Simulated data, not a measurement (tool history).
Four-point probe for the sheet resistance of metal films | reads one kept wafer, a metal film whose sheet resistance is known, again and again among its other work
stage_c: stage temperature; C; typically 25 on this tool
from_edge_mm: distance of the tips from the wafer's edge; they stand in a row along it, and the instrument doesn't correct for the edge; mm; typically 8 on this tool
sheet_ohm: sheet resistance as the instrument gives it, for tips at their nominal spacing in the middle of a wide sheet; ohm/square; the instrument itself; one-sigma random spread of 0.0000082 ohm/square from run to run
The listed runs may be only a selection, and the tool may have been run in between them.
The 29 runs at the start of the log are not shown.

run 30 hour=807.3 | stage_c=28 from_edge_mm=4 | sheet_ohm=0.042172
run 31 hour=840.5 | stage_c=21 from_edge_mm=16 | sheet_ohm=0.040456
run 32 hour=876.7 | stage_c=24 from_edge_mm=11 | sheet_ohm=0.040534
run 33 hour=916.5 | stage_c=21 from_edge_mm=11 | sheet_ohm=0.040586
run 34 hour=956.1 | stage_c=29 from_edge_mm=9 | sheet_ohm=0.040511
run 35 hour=985.8 | stage_c=29 from_edge_mm=9 | sheet_ohm=0.040521
run 36 hour=1012.1 | stage_c=29 from_edge_mm=9 | sheet_ohm=0.04053
run 37 hour=1041.2 | stage_c=29 from_edge_mm=9 | sheet_ohm=0.040526

Expected results for the next run?
run 38 hour=1080.8 | stage_c=19 from_edge_mm=10 | sheet_ohm=?

sheet_ohm: 0.040729 ohm/square
Minus the tool's unlogged condition, the same run would have read sheet_ohm 0.040765 ohm/square.
